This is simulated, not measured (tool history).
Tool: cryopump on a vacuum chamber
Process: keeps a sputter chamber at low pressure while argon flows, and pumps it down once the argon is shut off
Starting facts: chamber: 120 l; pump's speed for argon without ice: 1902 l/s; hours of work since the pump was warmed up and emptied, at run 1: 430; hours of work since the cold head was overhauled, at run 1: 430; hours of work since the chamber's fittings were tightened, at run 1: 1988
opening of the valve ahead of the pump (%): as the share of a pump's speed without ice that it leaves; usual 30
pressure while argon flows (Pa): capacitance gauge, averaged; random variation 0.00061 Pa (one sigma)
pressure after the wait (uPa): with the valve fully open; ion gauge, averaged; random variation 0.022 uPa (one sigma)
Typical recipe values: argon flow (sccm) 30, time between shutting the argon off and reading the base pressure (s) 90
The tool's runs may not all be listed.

| run | hour | argon flow (sccm) | time between shutting the argon off and reading the base pressure (s) | opening of the valve ahead of the pump (%) | hours of work since the pump was warmed up and emptied | hours of work since the cold head was overhauled | hours of work since the chamber's fittings were tightened | pressure while argon flows (Pa) | pressure after the wait (uPa) |
|---|---|---|---|---|---|---|---|---|---|
| 1 | 0 | 30 | 90 | 30 | 430 | 430 | 1988 | 0.0923 | 1.82 |
| 2 | 22.4 | 30 | 90 | 30 | 443 | 443 | 2001 | 0.094 | 1.85 |
| 3 | 37.1 | 32 | 90 | 30 | 451 | 451 | 2009 | 0.1002 | 1.82 |
| 4 | 47.6 | 32 | 90 | 30 | 457 | 457 | 2015 | 0.0996 | 1.86 |
| 5 | 61.6 | 30 | 90 | 30 | 465 | 465 | 2022 | 0.0941 | 1.87 |
| 6 | 72.4 | 30 | 90 | 30 | 471 | 471 | 2028 | 0.0934 | 1.85 |
| 7 | 92.6 | 30 | 90 | 30 | 482 | 482 | 2040 | 0.0936 | 1.9 |
| 8 | 108.5 | 43 | 90 | 30 | 491 | 491 | 2049 | 0.1352 | 1.97 |
| 9 | 127.4 | 30 | 90 | 30 | 501 | 501 | 2059 | 0.0931 | 1.91 |
| 10 | 141.6 | 30 | 90 | 30 | 509 | 509 | 2067 | 0.0944 | 1.94 |
| 11 | 151.7 | 30 | 90 | 30 | 515 | 515 | 2073 | 0.0934 | 1.92 |
| 12 | 174 | 30 | 90 | 30 | 527 | 527 | 2085 | 0.094 | 2 |
| 13 | 188.4 | 30 | 90 | 30 | 535 | 535 | 2093 | 0.0948 | 2.01 |
| 14 | 207.5 | 30 | 90 | 30 | 546 | 546 | 2104 | 0.0944 | 1.98 |
| 15 | 226.5 | 30 | 90 | 42 | 556 | 556 | 2114 | 0.0687 | 2.03 |
| 16 | 247.5 | 20 | 268 | 25 | 568 | 568 | 2126 | 0.0749 | 1.65 |
| 17 | 261.4 | 20 | 268 | 25 | 576 | 576 | 2134 | 0.0749 | 1.67 |
| 18 | 271.9 | 29 | 47 | 25 | 582 | 582 | 2140 | 0.1098 | 2.46 |
| 19 | 290.3 | 29 | 47 | 25 | 592 | 592 | 2150 | 0.109 | 2.48 |
| 20 | 312.7 | 29 | 47 | 25 | 604 | 604 | 2162 | 0.1087 | 2.5 |

What will run 21 give?
| 21 | 334.1 | 29 | 47 | 25 | 616 | 616 | 2174 | ? | ? |

Run 21 gave pressure while argon flows (Pa) 0.109, pressure after the wait (uPa) 2.52.
On a tool with no hidden condition, and with the same random variation, this run would have come out at pressure while argon flows (Pa) 0.1029, pressure after the wait (uPa) 1.11.

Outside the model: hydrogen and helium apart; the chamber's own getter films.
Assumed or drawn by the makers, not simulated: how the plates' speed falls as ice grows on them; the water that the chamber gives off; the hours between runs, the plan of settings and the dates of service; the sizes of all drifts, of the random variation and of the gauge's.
